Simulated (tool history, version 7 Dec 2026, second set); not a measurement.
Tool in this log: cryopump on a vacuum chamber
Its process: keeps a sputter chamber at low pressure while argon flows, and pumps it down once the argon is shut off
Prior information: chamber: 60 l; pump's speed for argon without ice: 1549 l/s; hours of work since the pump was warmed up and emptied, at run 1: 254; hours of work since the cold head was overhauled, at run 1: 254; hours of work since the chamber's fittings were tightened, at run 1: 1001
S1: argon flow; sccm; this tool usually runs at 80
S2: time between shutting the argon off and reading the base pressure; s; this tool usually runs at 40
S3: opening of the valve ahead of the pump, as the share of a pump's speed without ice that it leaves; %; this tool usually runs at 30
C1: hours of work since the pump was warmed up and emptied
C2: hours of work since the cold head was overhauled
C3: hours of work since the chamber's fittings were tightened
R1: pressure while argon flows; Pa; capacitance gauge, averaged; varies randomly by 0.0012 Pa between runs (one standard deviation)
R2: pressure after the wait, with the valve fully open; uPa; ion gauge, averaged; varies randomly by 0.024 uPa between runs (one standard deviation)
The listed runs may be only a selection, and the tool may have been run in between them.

run 1 hour=0.0 | S1=80 S2=40 S3=30 | C1=254 C2=254 C3=1001 | R1=0.2954 R2=1.59
run 2 hour=10.5 | S1=80 S2=40 S3=30 | C1=259 C2=259 C3=1005 | R1=0.2954 R2=1.63
run 3 hour=25.2 | S1=80 S2=40 S3=30 | C1=265 C2=265 C3=1011 | R1=0.2943 R2=1.61
run 4 hour=37.6 | S1=80 S2=40 S3=30 | C1=270 C2=270 C3=1017 | R1=0.2923 R2=1.65
run 5 hour=51.9 | S1=152 S2=40 S3=30 | C1=276 C2=276 C3=1023 | R1=0.5639 R2=1.62
run 6 hour=58.3 | S1=80 S2=40 S3=30 | C1=279 C2=279 C3=1026 | R1=0.2952 R2=1.66
run 7 hour=70.9 | S1=80 S2=40 S3=30 | C1=285 C2=285 C3=1031 | R1=0.2908 R2=1.65
run 8 hour=84.6 | S1=66 S2=40 S3=30 | C1=291 C2=291 C3=1037 | R1=0.2438 R2=1.70
run 9 hour=95.4 | S1=66 S2=40 S3=30 | C1=295 C2=295 C3=1042 | R1=0.2442 R2=1.64
run 10 hour=102.5 | S1=66 S2=40 S3=30 | C1=299 C2=299 C3=1045 | R1=0.2427 R2=1.65
run 11 hour=109.4 | S1=66 S2=40 S3=30 | C1=302 C2=302 C3=1048 | R1=0.2449 R2=1.65
run 12 hour=119.1 | S1=66 S2=40 S3=42 | C1=306 C2=306 C3=1052 | R1=0.1745 R2=1.65
run 13 hour=130.7 | S1=66 S2=40 S3=42 | C1=311 C2=311 C3=1057 | R1=0.1746 R2=1.70
run 14 hour=142.7 | S1=66 S2=40 S3=42 | C1=316 C2=316 C3=1063 | R1=0.1759 R2=1.65
run 15 hour=153.5 | S1=80 S2=40 S3=30 | C1=321 C2=321 C3=1067 | R1=0.2956 R2=1.70
run 16 hour=166.0 | S1=80 S2=40 S3=30 | C1=326 C2=326 C3=1073 | R1=0.2964 R2=1.69
run 17 hour=174.9 | S1=80 S2=40 S3=26 | C1=330 C2=330 C3=1077 | R1=0.3431 R2=1.64
run 18 hour=186.9 | S1=46 S2=40 S3=28 | C1=335 C2=335 C3=1082 | R1=0.1805 R2=1.68
run 19 hour=200.7 | S1=160 S2=53 S3=19 | C1=341 C2=341 C3=1088 | R1=0.9283 R2=1.54
run 20 hour=209.0 | S1=80 S2=223 S3=16 | C1=345 C2=345 C3=1091 | R1=0.5537 R2=1.10
run 21 hour=221.1 | S1=80 S2=223 S3=16 | C1=350 C2=350 C3=1097 | R1=0.5509 R2=1.08
run 22 hour=235.8 | S1=80 S2=223 S3=16 | C1=356 C2=356 C3=1103 | R1=0.5536 R2=1.12
run 23 hour=250.8 | S1=107 S2=223 S3=26 | C1=363 C2=363 C3=1110 | R1=0.4567 R2=1.16
run 24 hour=261.7 | S1=107 S2=294 S3=20 | C1=368 C2=368 C3=1114 | R1=0.5919 R2=1.16
run 25 hour=273.9 | S1=58 S2=176 S3=20 | C1=373 C2=373 C3=1120 | R1=0.3214 R2=1.15
run 26 hour=287.2 | S1=146 S2=176 S3=28 | C1=379 C2=379 C3=1125 | R1=0.5803 R2=1.18
run 27 hour=300.7 | S1=146 S2=176 S3=28 | C1=385 C2=385 C3=1131 | R1=0.5810 R2=1.21
run 28 hour=308.6 | S1=146 S2=176 S3=28 | C1=388 C2=388 C3=1135 | R1=0.5834 R2=1.22
run 29 hour=315.4 | S1=146 S2=176 S3=28 | C1=391 C2=391 C3=1138 | R1=0.5790 R2=1.18
run 30 hour=328.8 | S1=146 S2=176 S3=28 | C1=397 C2=397 C3=1143 | R1=0.5813 R2=1.21
run 31 hour=341.6 | S1=146 S2=176 S3=28 | C1=402 C2=402 C3=1149 | R1=0.5790 R2=1.23
run 32 hour=347.9 | S1=146 S2=176 S3=28 | C1=405 C2=405 C3=1152 | R1=0.5833 R2=1.18
run 33 hour=356.0 | S1=146 S2=176 S3=28 | C1=409 C2=409 C3=1155 | R1=0.5805 R2=1.22

The logged runs with the hidden state left out (each run's random variation unchanged):
What the log doesn't record here: pump's speed, % of a pump's without ice; cold plate's temperature, K; leak into the chamber, uPa l/s; drift of the gauge itself on working_pa, %; drift of the gauge itself on base_upa, %.
run=1 R1=0.2915 R2=0.88
run=2 R1=0.2914 R2=0.89
run=3 R1=0.2902 R2=0.87
run=4 R1=0.2882 R2=0.89
run=5 R1=0.5557 R2=0.87
run=6 R1=0.2909 R2=0.91
run=7 R1=0.2865 R2=0.90
run=8 R1=0.2401 R2=0.93
run=9 R1=0.2405 R2=0.88
run=10 R1=0.2389 R2=0.87
run=11 R1=0.2411 R2=0.89
run=12 R1=0.1707 R2=0.89
run=13 R1=0.1708 R2=0.91
run=14 R1=0.1719 R2=0.86
run=15 R1=0.2907 R2=0.90
run=16 R1=0.2915 R2=0.90
run=17 R1=0.3381 R2=0.85
run=18 R1=0.1776 R2=0.88
run=19 R1=0.9179 R2=0.73
run=20 R1=0.5484 R2=0.31
run=21 R1=0.5456 R2=0.30
run=22 R1=0.5482 R2=0.31
run=23 R1=0.4494 R2=0.34
run=24 R1=0.5845 R2=0.33
run=25 R1=0.3173 R2=0.32
run=26 R1=0.5698 R2=0.36
run=27 R1=0.5704 R2=0.37
run=28 R1=0.5727 R2=0.36
run=29 R1=0.5682 R2=0.34
run=30 R1=0.5704 R2=0.36
run=31 R1=0.5679 R2=0.37
run=32 R1=0.5721 R2=0.33
run=33 R1=0.5693 R2=0.35
